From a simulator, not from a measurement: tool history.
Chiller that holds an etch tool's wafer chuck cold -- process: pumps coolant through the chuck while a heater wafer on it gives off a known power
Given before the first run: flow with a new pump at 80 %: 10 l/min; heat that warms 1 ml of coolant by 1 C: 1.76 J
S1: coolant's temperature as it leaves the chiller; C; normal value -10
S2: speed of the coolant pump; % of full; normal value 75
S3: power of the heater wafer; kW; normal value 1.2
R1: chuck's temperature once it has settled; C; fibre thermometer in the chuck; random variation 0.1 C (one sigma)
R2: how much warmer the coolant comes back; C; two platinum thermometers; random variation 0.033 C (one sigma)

Run 1, hour 0: usual settings. Result: R1 -1.3 C, R2 4.55 C.
Run 2, hour 193: usual settings but S3 1.367 kW. Result: R1 0 C, R2 5.17 C.
Run 3, hour 314.2: usual settings. Result: R1 -1 C, R2 4.6 C.
Run 4, hour 458.9: usual settings. Result: R1 -1 C, R2 4.61 C.
Run 5, hour 613: usual settings but S3 1.32 kW. Result: R1 -0.1 C, R2 5.06 C.
Run 6, hour 725.1: usual settings. Result: R1 -1 C, R2 4.6 C.
Run 7, hour 858.8: usual settings but S2 95 % of full. Result: R1 -2.3 C, R2 3.63 C.
Run 8, hour 965.7: usual settings but S2 95 % of full. Result: R1 -2.5 C, R2 3.58 C.
Run 9, hour 1051.3: usual settings but S2 95 % of full. Result: R1 -2.2 C, R2 3.65 C.
Run 10, hour 1200: usual settings but S1 -14 C, S2 74 % of full, S3 1.417 kW. Result: R1 -3.1 C, R2 5.52 C.
At hour 1213.4: chiller's thermometer calibrated.
Run 11, hour 1307.4: usual settings but S1 -13 C, S2 66 % of full. Result: R1 -2.8 C, R2 5.29 C.
Run 12, hour 1494: usual settings but S1 -13 C, S2 66 % of full. Result: R1 -2.8 C, R2 5.27 C.
At hour 1509.5: chiller's thermometer calibrated, once more.
Run 13, hour 1593.6: usual settings but S1 -7 C, S2 95 % of full. Result: R1 0.6 C, R2 3.57 C.
Run 14, hour 1724.3: usual settings but S1 -9 C, S2 63 % of full, S3 1.716 kW. Result: R1 5.7 C, R2 7.94 C.
Run 15, hour 1821.7: usual settings but S1 -8 C, S2 88 % of full. Result: R1 0.1 C, R2 3.91 C.
Run 16, hour 1912.5: usual settings but S1 -12 C, S2 69 % of full, S3 0.738 kW. Result: R1 -5.9 C, R2 3.12 C.
Run 17, hour 2036.9: usual settings but S1 -15 C, S2 82 % of full, S3 1.063 kW. Result: R1 -7.6 C, R2 3.71 C.
Run 18, hour 2220.2: usual settings but S1 -15 C, S2 68 % of full, S3 1.344 kW. Result: R1 -4.1 C, R2 5.81 C.

Branching from run 18: 4 alternative next runs. What would each branch give?
Run A, hour 2312.9: usual settings but S1 -2 C. Result: R1 ?, R2 ?.
Run B, hour 2312.9: usual settings but S2 67 % of full. Result: R1 ?, R2 ?.
Run C, hour 2312.9: usual settings but S2 73 % of full. Result: R1 ?, R2 ?.
Run D, hour 2312.9: usual settings but S1 -9 C, S2 69 % of full. Result: R1 ?, R2 ?.

run    R1    R2
  A   7.1  4.73
  B  -0.1  5.23
  C  -0.6  4.83
  D   0.8  5.12
Stripped of hidden state, with their random variation kept, the same runs would have yielded:
run    R1    R2
  A     6  4.43
  B  -1.2   4.9
  C  -1.7  4.52
  D  -0.3   4.8
